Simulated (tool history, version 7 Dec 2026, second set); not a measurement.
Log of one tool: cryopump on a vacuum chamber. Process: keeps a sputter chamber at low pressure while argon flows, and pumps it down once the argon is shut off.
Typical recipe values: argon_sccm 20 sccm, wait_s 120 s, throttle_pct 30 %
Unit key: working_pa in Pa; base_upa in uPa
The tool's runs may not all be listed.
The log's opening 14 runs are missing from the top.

run 15 hour=271.8 | argon_sccm=20 wait_s=120 throttle_pct=30 | working_pa=0.0534 base_upa=0.53
run 16 hour=295.1 | argon_sccm=20 wait_s=120 throttle_pct=30 | working_pa=0.0535 base_upa=0.55
run 17 hour=322.2 | argon_sccm=20 wait_s=127 throttle_pct=30 | working_pa=0.0540 base_upa=0.51
run 18 hour=336.7 | argon_sccm=20 wait_s=120 throttle_pct=23 | working_pa=0.0704 base_upa=0.59
run 19 hour=350.1 | argon_sccm=15 wait_s=78 throttle_pct=23 | working_pa=0.0518 base_upa=0.76
run 20 hour=377.4 | argon_sccm=15 wait_s=78 throttle_pct=23 | working_pa=0.0519 base_upa=0.76
run 21 hour=403.5 | argon_sccm=15 wait_s=78 throttle_pct=23 | working_pa=0.0521 base_upa=0.77
run 22 hour=418.3 | argon_sccm=10 wait_s=78 throttle_pct=30 | working_pa=0.0277 base_upa=0.85
run 23 hour=435.9 | argon_sccm=34 wait_s=30 throttle_pct=56 | working_pa=0.0518 base_upa=1.67
run 24 hour=457.2 | argon_sccm=20 wait_s=57 throttle_pct=51 | working_pa=0.0327 base_upa=1.02
run 25 hour=475.5 | argon_sccm=32 wait_s=241 throttle_pct=38 | working_pa=0.0686 base_upa=0.41
run 26 hour=491.0 | argon_sccm=20 wait_s=120 throttle_pct=26 | working_pa=0.0620 base_upa=0.61
run 27 hour=508.5 | argon_sccm=13 wait_s=120 throttle_pct=23 | working_pa=0.0454 base_upa=0.64
run 28 hour=531.0 | argon_sccm=13 wait_s=120 throttle_pct=23 | working_pa=0.0459 base_upa=0.61
run 29 hour=544.7 | argon_sccm=20 wait_s=177 throttle_pct=23 | working_pa=0.0702 base_upa=0.47
run 30 hour=570.4 | argon_sccm=20 wait_s=120 throttle_pct=46 | working_pa=0.0357 base_upa=0.63
run 31 hour=582.3 | argon_sccm=26 wait_s=216 throttle_pct=36 | working_pa=0.0601 base_upa=0.46
run 32 hour=596.5 | argon_sccm=20 wait_s=120 throttle_pct=45 | working_pa=0.0371 base_upa=0.67
run 33 hour=623.0 | argon_sccm=20 wait_s=27 throttle_pct=30 | working_pa=0.0562 base_upa=1.92
run 34 hour=648.1 | argon_sccm=20 wait_s=27 throttle_pct=30 | working_pa=0.0548 base_upa=1.90
-- hour=662.8 pump warmed up, emptied and cooled again
run 35 hour=667.3 | argon_sccm=20 wait_s=27 throttle_pct=30 | working_pa=0.0515 base_upa=1.87

What if the next run were any one of these 3? Each begins from the tool's condition after run 35:
run A hour=688.6 | argon_sccm=19 wait_s=244 throttle_pct=45 | working_pa=? base_upa=?
run B hour=688.6 | argon_sccm=30 wait_s=120 throttle_pct=45 | working_pa=? base_upa=?
run C hour=688.6 | argon_sccm=20 wait_s=115 throttle_pct=37 | working_pa=? base_upa=?

run=A working_pa=0.0334 base_upa=0.43
run=B working_pa=0.0524 base_upa=0.64
run=C working_pa=0.0416 base_upa=0.63
Without the tool's hidden state the same runs would have given:
run=A working_pa=0.0332 base_upa=0.30
run=B working_pa=0.0521 base_upa=0.51
run=C working_pa=0.0414 base_upa=0.49

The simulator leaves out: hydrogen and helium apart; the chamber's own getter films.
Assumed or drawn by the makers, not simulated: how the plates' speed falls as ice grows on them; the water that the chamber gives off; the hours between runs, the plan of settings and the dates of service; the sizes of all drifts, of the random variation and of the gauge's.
